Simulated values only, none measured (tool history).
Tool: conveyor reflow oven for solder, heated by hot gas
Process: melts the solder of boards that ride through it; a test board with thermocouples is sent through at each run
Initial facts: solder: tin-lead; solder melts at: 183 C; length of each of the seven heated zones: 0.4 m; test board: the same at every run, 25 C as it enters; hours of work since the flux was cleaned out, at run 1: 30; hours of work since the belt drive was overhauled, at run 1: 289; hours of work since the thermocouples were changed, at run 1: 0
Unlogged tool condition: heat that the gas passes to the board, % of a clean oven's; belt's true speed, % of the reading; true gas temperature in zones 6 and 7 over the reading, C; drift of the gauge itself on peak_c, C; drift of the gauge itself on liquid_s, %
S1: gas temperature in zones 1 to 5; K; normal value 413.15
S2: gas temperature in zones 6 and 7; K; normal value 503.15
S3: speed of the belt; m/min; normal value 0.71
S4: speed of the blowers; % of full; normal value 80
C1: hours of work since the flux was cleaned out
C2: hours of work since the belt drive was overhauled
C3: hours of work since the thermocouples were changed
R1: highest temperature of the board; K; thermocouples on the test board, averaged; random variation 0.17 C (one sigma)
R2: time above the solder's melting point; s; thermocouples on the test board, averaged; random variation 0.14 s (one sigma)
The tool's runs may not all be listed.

{"run": 1, "hour": 0.0, "S1": 413.15, "S2": 503.15, "S3": 0.71, "S4": 80, "C1": 30, "C2": 289, "C3": 0, "R1": 489.95, "R2": 52.1}
{"run": 2, "hour": 38.0, "S1": 413.15, "S2": 503.15, "S3": 0.71, "S4": 80, "C1": 50, "C2": 308, "C3": 19, "R1": 489.95, "R2": 51.9}
{"run": 3, "hour": 66.8, "S1": 413.15, "S2": 503.15, "S3": 0.71, "S4": 80, "C1": 64, "C2": 323, "C3": 34, "R1": 489.75, "R2": 51.8}
{"run": 4, "hour": 85.8, "S1": 400.15, "S2": 503.15, "S3": 0.71, "S4": 80, "C1": 74, "C2": 333, "C3": 44, "R1": 487.75, "R2": 46.5}
{"run": 5, "hour": 112.0, "S1": 400.15, "S2": 503.15, "S3": 0.71, "S4": 80, "C1": 87, "C2": 346, "C3": 57, "R1": 487.75, "R2": 46.6}
{"run": 6, "hour": 139.5, "S1": 400.15, "S2": 503.15, "S3": 0.71, "S4": 80, "C1": 101, "C2": 360, "C3": 71, "R1": 487.65, "R2": 46.6}
{"run": 7, "hour": 163.5, "S1": 421.15, "S2": 511.15, "S3": 0.675, "S4": 64, "C1": 113, "C2": 372, "C3": 83, "R1": 495.15, "R2": 60.5}
{"run": 8, "hour": 186.7, "S1": 421.15, "S2": 511.15, "S3": 0.675, "S4": 64, "C1": 125, "C2": 384, "C3": 95, "R1": 495.35, "R2": 60.7}
{"run": 9, "hour": 215.1, "S1": 421.15, "S2": 511.15, "S3": 0.675, "S4": 64, "C1": 140, "C2": 398, "C3": 109, "R1": 495.05, "R2": 60.7}
{"run": 10, "hour": 245.4, "S1": 421.15, "S2": 511.15, "S3": 0.675, "S4": 64, "C1": 155, "C2": 414, "C3": 125, "R1": 495.05, "R2": 60.8}
{"run": 11, "hour": 262.3, "S1": 421.15, "S2": 511.15, "S3": 0.675, "S4": 64, "C1": 163, "C2": 422, "C3": 133, "R1": 494.95, "R2": 60.3}
{"hour": 284.4, "done": "flux residue cleaned out of gas plates and filters"}
{"run": 12, "hour": 290.6, "S1": 411.15, "S2": 492.15, "S3": 0.845, "S4": 87, "C1": 3, "C2": 434, "C3": 145, "R1": 476.35, "R2": 33.5}

Each row is a separate what-if for the run after 12, all from the same tool condition, not one after another. Results?
{"run": "A", "hour": 317.6, "S1": 413.15, "S2": 507.15, "S3": 0.71, "S4": 80, "C1": 17, "C2": 448, "C3": 159, "R1": "?", "R2": "?"}
{"run": "B", "hour": 317.6, "S1": 421.15, "S2": 503.15, "S3": 0.71, "S4": 88, "C1": 17, "C2": 448, "C3": 159, "R1": "?", "R2": "?"}
{"run": "C", "hour": 317.6, "S1": 409.15, "S2": 517.15, "S3": 0.579, "S4": 87, "C1": 17, "C2": 448, "C3": 159, "R1": "?", "R2": "?"}

run=A R1=493.65 R2=54.6
run=B R1=492.55 R2=57.1
run=C R1=508.85 R2=75.2
Without the tool's unlogged condition, the same runs would have read:
run=A R1=493.65 R2=53.8
run=B R1=492.65 R2=56.4
run=C R1=509.05 R2=74.3
